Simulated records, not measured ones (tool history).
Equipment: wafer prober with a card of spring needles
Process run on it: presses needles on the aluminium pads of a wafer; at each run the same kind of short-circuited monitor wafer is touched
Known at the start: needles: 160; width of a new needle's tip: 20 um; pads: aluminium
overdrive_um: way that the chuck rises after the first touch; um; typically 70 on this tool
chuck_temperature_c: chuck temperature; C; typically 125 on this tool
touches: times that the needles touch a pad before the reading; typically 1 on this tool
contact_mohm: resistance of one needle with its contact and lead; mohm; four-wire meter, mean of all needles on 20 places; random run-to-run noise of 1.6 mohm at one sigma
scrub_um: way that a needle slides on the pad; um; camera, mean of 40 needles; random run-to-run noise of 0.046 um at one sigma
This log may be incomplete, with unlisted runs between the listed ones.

run 1 hour=0 | overdrive_um=70 chuck_temperature_c=125 touches=1 | contact_mohm=159 scrub_um=13.41
-- hour=0.9 tips cleaned on abrasive film
run 2 hour=10.2 | overdrive_um=70 chuck_temperature_c=125 touches=1 | contact_mohm=158 scrub_um=13.42
-- hour=11.1 tips cleaned on abrasive film
run 3 hour=18.7 | overdrive_um=70 chuck_temperature_c=125 touches=1 | contact_mohm=157 scrub_um=13.42
-- hour=21.6 tips cleaned on abrasive film
run 4 hour=27.3 | overdrive_um=70 chuck_temperature_c=125 touches=1 | contact_mohm=158 scrub_um=13.43
-- hour=32.2 tips cleaned on abrasive film
run 5 hour=35.8 | overdrive_um=70 chuck_temperature_c=47 touches=1 | contact_mohm=146 scrub_um=13.4
run 6 hour=41 | overdrive_um=70 chuck_temperature_c=47 touches=1 | contact_mohm=145 scrub_um=13.33
-- hour=42.6 tips cleaned on abrasive film
-- hour=44.8 height of the first contact set anew
run 7 hour=49.3 | overdrive_um=70 chuck_temperature_c=47 touches=1 | contact_mohm=143 scrub_um=13.43
-- hour=53.6 tips cleaned on abrasive film
run 8 hour=58.1 | overdrive_um=53 chuck_temperature_c=125 touches=1 | contact_mohm=166 scrub_um=10.16
-- hour=64.2 tips cleaned on abrasive film
run 9 hour=65.4 | overdrive_um=53 chuck_temperature_c=125 touches=1 | contact_mohm=167 scrub_um=10.11
run 10 hour=70.7 | overdrive_um=70 chuck_temperature_c=125 touches=1 | contact_mohm=159 scrub_um=13.44
-- hour=74.6 tips cleaned on abrasive film
run 11 hour=78.4 | overdrive_um=70 chuck_temperature_c=125 touches=1 | contact_mohm=158 scrub_um=13.41
run 12 hour=84 | overdrive_um=70 chuck_temperature_c=125 touches=1 | contact_mohm=158 scrub_um=13.44
-- hour=85.2 tips cleaned on abrasive film
run 13 hour=89.8 | overdrive_um=70 chuck_temperature_c=125 touches=1 | contact_mohm=158 scrub_um=13.44
run 14 hour=94.3 | overdrive_um=70 chuck_temperature_c=125 touches=1 | contact_mohm=160 scrub_um=13.47
-- hour=95.4 tips cleaned on abrasive film
run 15 hour=99.4 | overdrive_um=66 chuck_temperature_c=125 touches=3 | contact_mohm=160 scrub_um=12.6
run 16 hour=104.7 | overdrive_um=66 chuck_temperature_c=125 touches=3 | contact_mohm=157 scrub_um=12.71
-- hour=105.7 tips cleaned on abrasive film
run 17 hour=112.9 | overdrive_um=58 chuck_temperature_c=85 touches=1 | contact_mohm=159 scrub_um=11.14
-- hour=116.2 tips cleaned on abrasive film
run 18 hour=122.4 | overdrive_um=82 chuck_temperature_c=107 touches=1 | contact_mohm=148 scrub_um=15.76
-- hour=127 tips cleaned on abrasive film
run 19 hour=127.3 | overdrive_um=82 chuck_temperature_c=107 touches=1 | contact_mohm=149 scrub_um=15.83
run 20 hour=131.5 | overdrive_um=57 chuck_temperature_c=69 touches=1 | contact_mohm=156 scrub_um=10.93

Below are 5 alternative next runs, each starting from the tool's condition after run 20. Predict each:
-- hour=137.4 tips cleaned on abrasive film
run A hour=137.4 | overdrive_um=70 chuck_temperature_c=125 touches=3 | contact_mohm=? scrub_um=?
-- hour=137.4 tips cleaned on abrasive film
run B hour=137.4 | overdrive_um=90 chuck_temperature_c=69 touches=1 | contact_mohm=? scrub_um=?
-- hour=137.4 tips cleaned on abrasive film
run C hour=137.4 | overdrive_um=70 chuck_temperature_c=111 touches=3 | contact_mohm=? scrub_um=?
-- hour=137.4 tips cleaned on abrasive film
run D hour=137.4 | overdrive_um=70 chuck_temperature_c=26 touches=1 | contact_mohm=? scrub_um=?
-- hour=137.4 tips cleaned on abrasive film
run E hour=137.4 | overdrive_um=68 chuck_temperature_c=125 touches=3 | contact_mohm=? scrub_um=?

run=A contact_mohm=159 scrub_um=13.5
run=B contact_mohm=142 scrub_um=17.22
run=C contact_mohm=155 scrub_um=13.4
run=D contact_mohm=138 scrub_um=13.39
run=E contact_mohm=157 scrub_um=13.09
With no hidden state in the tool, these same runs would have given:
run=A contact_mohm=159 scrub_um=13.5
run=B contact_mohm=142 scrub_um=17.22
run=C contact_mohm=155 scrub_um=13.4
run=D contact_mohm=138 scrub_um=13.39
run=E contact_mohm=157 scrub_um=13.09
